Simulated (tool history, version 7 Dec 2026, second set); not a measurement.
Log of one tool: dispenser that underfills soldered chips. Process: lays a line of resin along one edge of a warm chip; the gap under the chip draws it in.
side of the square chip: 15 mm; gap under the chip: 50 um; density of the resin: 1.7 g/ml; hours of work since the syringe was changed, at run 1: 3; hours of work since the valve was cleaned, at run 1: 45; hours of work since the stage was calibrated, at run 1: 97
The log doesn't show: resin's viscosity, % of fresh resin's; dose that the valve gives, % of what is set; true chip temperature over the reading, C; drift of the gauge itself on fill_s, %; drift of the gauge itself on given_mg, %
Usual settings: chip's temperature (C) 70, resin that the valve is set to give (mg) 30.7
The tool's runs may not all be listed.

run,hour,chip's temperature (C),resin that the valve is set to give (mg),hours of work since the syringe was changed,hours of work since the valve was cleaned,hours of work since the stage was calibrated,time until the resin shows at the far edge (s),resin that the valve gave (mg)
1,0,70,30.7,3,45,97,295.2,29.44
2,4.7,70,34.7,7,49,100,326.6,33.15
3,7,70,30.7,9,50,102,351.3,29.54
# hour 9.5: new syringe of resin
4,9.8,70,30.7,0,52,104,271.1,29.3
# hour 13: dispensing valve cleaned and set on the balance
5,13.2,70,30.7,2,0,106,289,30.84
6,17.5,70,37.9,6,4,110,306.6,37.9
7,22.3,65,29,9,7,113,452.9,28.71
# hour 24.3: new syringe of resin
8,26.9,63,28.4,2,11,117,406.9,28.28
9,29.8,63,28.4,4,13,119,445.7,27.99
10,34.5,65,31.8,8,17,123,434.2,31.31
11,37.3,67,32.5,10,19,125,426.3,32.18

Hidden state or all else? Some run-to-run changes of time until the resin shows at the far edge (s), split into what the settings, what came in and random variation would give without the hidden state, and what is left for the hidden state (with any gauge scatter that isn't in both results):
Run 6 -> 7: chip's temperature (C) 70 -> 65, resin that the valve is set to give (mg) 37.9 -> 29. time until the resin shows at the far edge (s) +146.3: hidden state +65.1, all else +81.2.
Run 7 -> 8: chip's temperature (C) 65 -> 63, resin that the valve is set to give (mg) 29 -> 28.4, new syringe of resin. time until the resin shows at the far edge (s) -46: hidden state -84.6, all else +38.6.
